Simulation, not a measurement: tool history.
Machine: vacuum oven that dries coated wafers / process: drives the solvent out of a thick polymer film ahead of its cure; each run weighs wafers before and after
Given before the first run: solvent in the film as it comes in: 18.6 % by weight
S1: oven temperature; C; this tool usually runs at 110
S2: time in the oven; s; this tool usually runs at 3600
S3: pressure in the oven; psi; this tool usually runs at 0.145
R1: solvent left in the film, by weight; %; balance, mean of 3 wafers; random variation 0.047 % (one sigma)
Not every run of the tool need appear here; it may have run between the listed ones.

run	hour	S1	S2	S3	R1
1	0.0	110	3600	0.145	3.01
2	69.1	110	3600	0.145	2.95
3	136.9	110	3600	0.145	2.98
4	176.6	110	3600	0.145	2.93
5	239.9	110	3600	0.302	3.33
6	310.0	110	3600	0.080	2.81
7	382.0	110	3600	0.080	2.75
8	466.1	110	3600	0.080	2.73
9	501.0	110	3600	0.080	2.77
10	576.0	110	3600	0.080	2.88
11	633.1	110	3600	0.094	2.78
12	697.6	110	3600	0.094	2.81
13	746.7	110	3600	0.094	2.70
14	817.6	110	3600	0.145	2.93
15	902.2	110	3600	0.145	2.91
16	946.4	110	3600	0.145	2.90
17	1018.0	110	3600	0.145	2.86
18	1057.3	110	3600	0.145	2.85
19	1116.0	110	4500	0.145	2.12
20	1170.0	110	3600	0.145	2.92
21	1256.3	110	3600	0.145	2.91
22	1295.8	110	3600	0.145	2.76
23	1343.8	110	3600	0.145	2.86
24	1383.9	110	3600	0.145	2.91
25	1424.7	102	2580	0.431	7.49
26	1502.2	100	3480	0.145	5.78
27	1541.2	105	2220	0.186	6.58
# hour 1546.8: vacuum gauge cleaned of residue and calibrated
28	1588.5	103	2220	0.145	7.32
29	1669.0	103	2220	0.145	7.40
# hour 1688.3: vacuum gauge cleaned of residue and calibrated, once more
30	1752.1	113	3600	0.145	1.71
31	1819.9	105	6000	0.145	1.53
32	1895.5	100	3600	0.145	4.95
33	1947.5	98	2400	0.138	7.81
34	1992.2	109	3600	0.145	2.57
35	2049.0	109	3600	0.145	2.43
36	2096.8	109	3600	0.145	2.51
37	2175.1	109	3600	0.145	2.48
# hour 2203.7: oven's thermocouples calibrated
38	2220.9	123	3600	0.141	0.72
39	2266.5	123	3600	0.141	0.65
40	2349.6	114	3600	0.145	1.81
41	2413.7	114	3600	0.203	1.99
42	2489.7	114	3600	0.203	1.96
43	2541.1	116	3600	0.329	1.97
44	2622.3	110	2460	0.203	4.59
45	2658.0	115	3360	0.203	1.96
46	2698.0	115	4980	0.110	0.79
47	2756.2	101	3600	0.074	4.80

Consider 3 possible next runs. They are alternatives, not a sequence: every one starts from the tool as it was left by run 47. What does each give?
A	2820.7	124	2940	0.129	?
B	2820.7	110	6060	0.145	?
C	2820.7	102	2400	0.145	?

run	R1
A	0.85
B	1.10
C	6.93
The same runs, with their run-to-run variation unchanged, on a tool lacking any hidden condition would have given:
run	R1
A	0.81
B	1.02
C	6.95
